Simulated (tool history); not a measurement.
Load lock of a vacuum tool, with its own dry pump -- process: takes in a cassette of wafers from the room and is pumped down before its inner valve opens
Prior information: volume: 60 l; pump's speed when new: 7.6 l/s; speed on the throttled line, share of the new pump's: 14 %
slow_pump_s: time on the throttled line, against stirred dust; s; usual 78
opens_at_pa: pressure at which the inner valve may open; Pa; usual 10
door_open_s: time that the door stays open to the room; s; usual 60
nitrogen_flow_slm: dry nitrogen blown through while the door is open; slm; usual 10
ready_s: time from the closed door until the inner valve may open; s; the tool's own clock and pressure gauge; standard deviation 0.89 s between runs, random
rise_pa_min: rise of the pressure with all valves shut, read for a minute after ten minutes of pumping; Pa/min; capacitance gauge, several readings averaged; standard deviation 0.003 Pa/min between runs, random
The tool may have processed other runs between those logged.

run,day,slow_pump_s,opens_at_pa,door_open_s,nitrogen_flow_slm,"incoming humidity of the room's air, %",ready_s,rise_pa_min
1,0.000,78,10,60,10,44.7,152.9,0.072
2,15.288,78,10,60,10,42.9,153.3,0.071
3,27.117,50,10,60,10,45.4,129.3,0.074
4,49.979,78,10,60,31,45.5,155.4,0.067
5,72.421,78,10,60,31,39.9,154.3,0.069
6,87.192,78,10,60,31,45.9,154.7,0.073
7,112.592,78,10,60,31,47.9,157.5,0.079
8,123.483,78,10,50,10,40.8,157.3,0.089
9,146.871,78,10,50,10,45.9,158.6,0.097
# day 152.004: dry pump taken out, an overhauled one fitted
10,161.058,78,10,60,10,44.5,140.3,0.110
11,181.817,78,10,60,10,47.4,142.7,0.112
12,200.850,78,10,60,10,45.3,142.6,0.121
13,212.558,78,10,60,10,42.1,142.9,0.118
14,222.775,78,10,60,10,41.4,143.6,0.119
15,244.938,78,10,60,10,43.8,143.5,0.123
16,266.221,78,15,60,10,46.1,142.5,0.137
17,280.012,78,10,60,10,46.2,145.3,0.138
18,293.700,78,10,60,10,46.4,146.3,0.144
19,314.488,78,17,60,10,43.8,142.8,0.144
20,327.188,145,17,60,19,45.9,199.6,0.145
21,349.442,130,14,211,24,44.1,188.5,0.172
22,370.358,82,10,60,5,45.7,153.8,0.178
23,385.350,82,10,60,5,49.6,152.7,0.187
24,406.988,77,10,60,14,45.6,151.2,0.187
25,430.083,82,10,60,14,47.0,156.6,0.191
26,447.254,78,10,60,25,47.3,153.8,0.190
27,472.633,122,10,60,9,44.2,191.4,0.212
28,492.233,122,10,67,27,43.1,193.8,0.201
29,511.175,78,9,31,10,43.7,157.3,0.215
30,530.854,45,10,73,15,49.3,130.3,0.240
31,543.492,45,10,73,15,42.2,132.7,0.238
# day 565.962: dry pump taken out, an overhauled one fitted
32,567.571,78,19,105,10,43.3,136.2,0.271
33,580.638,112,9,150,12,43.8,172.8,0.277
34,599.350,112,9,64,12,42.3,173.4,0.260
35,610.300,78,10,60,5,45.6,142.1,0.276
36,626.246,70,8,202,12,47.5,136.6,0.312

Difference, measured minus no-hidden-state, one row per run. Run-to-run variation is common to both terms; the gauge's own scatter need not be:
Hidden state present: pump's speed, % of a new pump's; leak at the door's seal, Pa l/s; drift of the gauge itself on ready_s, %; drift of the gauge itself on rise_pa_min, %.
run,ready_s,rise_pa_min
1,+11.4,+0.025
2,+12.1,+0.027
3,+13.5,+0.029
4,+13.9,+0.034
5,+14.9,+0.038
6,+15.6,+0.043
7,+17.1,+0.047
8,+17.8,+0.050
9,+19.3,+0.055
10,+1.0,+0.060
11,+1.8,+0.065
12,+2.5,+0.070
13,+3.0,+0.074
14,+3.4,+0.076
15,+4.2,+0.082
16,+4.8,+0.088
17,+5.5,+0.093
18,+6.1,+0.099
19,+6.8,+0.103
20,+6.0,+0.107
21,+7.1,+0.117
22,+9.7,+0.124
23,+10.2,+0.131
24,+11.3,+0.142
25,+12.4,+0.148
26,+13.2,+0.155
27,+13.2,+0.169
28,+14.2,+0.172
29,+16.9,+0.179
30,+18.8,+0.186
31,+19.7,+0.192
32,+0.6,+0.205
33,+1.1,+0.214
34,+1.7,+0.220
35,+2.1,+0.226
36,+2.9,+0.234

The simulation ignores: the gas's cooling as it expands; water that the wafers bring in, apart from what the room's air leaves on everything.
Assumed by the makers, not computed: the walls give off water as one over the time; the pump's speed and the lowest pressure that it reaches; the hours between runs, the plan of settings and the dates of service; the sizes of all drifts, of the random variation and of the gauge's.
